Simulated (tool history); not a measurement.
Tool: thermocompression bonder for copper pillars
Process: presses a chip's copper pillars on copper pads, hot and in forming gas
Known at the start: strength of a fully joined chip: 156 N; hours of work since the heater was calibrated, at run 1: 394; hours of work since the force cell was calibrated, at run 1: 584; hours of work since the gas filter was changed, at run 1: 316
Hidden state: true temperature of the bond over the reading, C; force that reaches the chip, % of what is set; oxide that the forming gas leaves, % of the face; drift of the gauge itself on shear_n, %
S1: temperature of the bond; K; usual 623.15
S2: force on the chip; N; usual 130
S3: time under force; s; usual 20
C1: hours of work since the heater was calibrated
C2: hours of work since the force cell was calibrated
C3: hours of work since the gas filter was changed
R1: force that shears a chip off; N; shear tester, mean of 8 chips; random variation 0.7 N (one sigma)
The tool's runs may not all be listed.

run,hour,S1,S2,S3,C1,C2,C3,R1
1,0,623.15,130,20,394,584,316,73.2
2,15.5,623.15,130,20,404,595,326,72.1
3,31.2,623.15,78,20,415,605,337,43.6
4,42.5,623.15,78,20,422,613,344,44.6
5,52.2,623.15,78,20,429,619,351,43.8
6,67.1,607.15,78,20,439,629,361,35.8
7,79,607.15,78,20,447,637,369,36.1
8,87,607.15,130,20,452,643,374,60.9
9,94.8,607.15,130,20,457,648,379,60.5
# hour 103.7: forming gas filter changed
10,111.1,607.15,130,20,468,659,5,67.8
11,122.6,607.15,130,24,476,666,13,72.4
12,132,607.15,130,24,482,673,19,71.9
13,146,599.15,130,20,492,682,28,61.5
14,152.9,599.15,130,20,496,687,33,61.8
15,168.8,599.15,130,20,507,698,44,60.4
16,182.2,624.15,114,30,516,706,53,80.5
17,195.6,646.15,78,18,525,715,62,57.3
18,205.5,623.15,120,37,532,722,68,89.4
19,218.7,623.15,120,37,540,731,77,88.5
20,228.7,619.15,100,20,547,738,84,57.8
21,244.4,646.15,133,30,558,748,95,106
22,256,646.15,133,30,565,756,102,106.5
23,270,646.15,133,30,575,766,112,107.2
24,279.8,623.15,130,19,581,772,118,75.3
25,287.1,601.15,130,20,586,777,123,61.8
26,300.9,601.15,130,20,596,786,133,60.5
27,310.2,601.15,130,20,602,793,139,60.6
28,323.6,601.15,130,20,611,802,148,61.3

Forecast each of these 3 alternatives for the next run:
A,331.5,604.15,130,20,616,807,153,?
B,331.5,617.15,87,33,616,807,153,?
C,331.5,623.15,129,26,616,807,153,?

run,R1
A,62.2
B,59.3
C,82.9
Without the tool's hidden state the same runs would have given:
run,R1
A,64
B,60.7
C,85.1

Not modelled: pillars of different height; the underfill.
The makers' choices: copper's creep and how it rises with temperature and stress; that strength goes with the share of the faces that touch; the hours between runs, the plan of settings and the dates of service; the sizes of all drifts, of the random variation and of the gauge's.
